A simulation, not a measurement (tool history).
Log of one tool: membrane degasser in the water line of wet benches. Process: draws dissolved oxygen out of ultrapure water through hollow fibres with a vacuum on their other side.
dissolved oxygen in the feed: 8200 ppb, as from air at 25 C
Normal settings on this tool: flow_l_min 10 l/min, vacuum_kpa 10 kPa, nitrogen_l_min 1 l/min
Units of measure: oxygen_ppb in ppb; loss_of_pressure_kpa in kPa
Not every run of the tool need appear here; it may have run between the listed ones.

run	hour	flow_l_min	vacuum_kpa	nitrogen_l_min	oxygen_ppb	loss_of_pressure_kpa
1	0	10	10	1	166.7	41.81
2	35.4	10	10.4	1	176.6	41.82
3	107.4	9	10	1	148.7	37.65
4	177.3	9	10	1	149.7	37.68
5	211	10	10	1	165.9	41.75
6	257.2	10	10	1	164.8	41.57
7	331.6	10	17.4	1	337.1	41.69
8	372.3	10	10	1	168.1	41.79
9	414.8	10	10	1	167.1	42.05
10	460.4	10	10	1	165.6	41.8
11	508.7	10	10	1	167.2	42.02
12	581.6	10	10	1	166.8	41.77
13	660.7	10	10	1	167.1	41.98
14	720.9	10	10	1	168.9	41.81
15	791.3	10	15.5	1	291.3	42.03
16	835.5	10	15.5	1	295.4	42
17	875.9	9	23.5	1	424.4	37.81
18	932.9	9	23.5	1	424.7	37.82
19	1008.8	8	10	0.76	175.6	33.47
20	1052.4	14	6.9	0.69	188.2	58.83
21	1126	14	6.9	0.69	187.7	58.42
22	1170.5	7	10	1	119.1	29.46
23	1221.8	7	10	1	117.8	29.46
24	1273.7	13	10	0.74	284.5	54.67
25	1344.9	10	7.4	1.74	65.8	42.02
26	1397	8	7.4	1.74	52	33.29
27	1435.5	11	7.8	1.33	101.3	46.26
28	1517.5	7	24.1	0.98	361	29.6
29	1556	7	24.1	0.98	360.1	29.58
30	1616.7	12	20.7	1.4	366	50.81
31	1693.6	6	10.3	1.13	96	25.22
32	1745.3	9	11.3	0.48	343	38.13

3 options for the next run, each taken on its own from the tool as it stands now. Forecast them:
A	1780.4	6	10	0.9	?	?
B	1780.4	7	11.3	0.48	?	?
C	1780.4	10	6.7	2.25	?	?

run	oxygen_ppb	loss_of_pressure_kpa
A	115.7	25.38
B	280.1	29.7
C	45.1	42.15
Without the tool's hidden state the same runs would have given:
run	oxygen_ppb	loss_of_pressure_kpa
A	109	24.5
B	268.6	28.67
C	41.7	40.69

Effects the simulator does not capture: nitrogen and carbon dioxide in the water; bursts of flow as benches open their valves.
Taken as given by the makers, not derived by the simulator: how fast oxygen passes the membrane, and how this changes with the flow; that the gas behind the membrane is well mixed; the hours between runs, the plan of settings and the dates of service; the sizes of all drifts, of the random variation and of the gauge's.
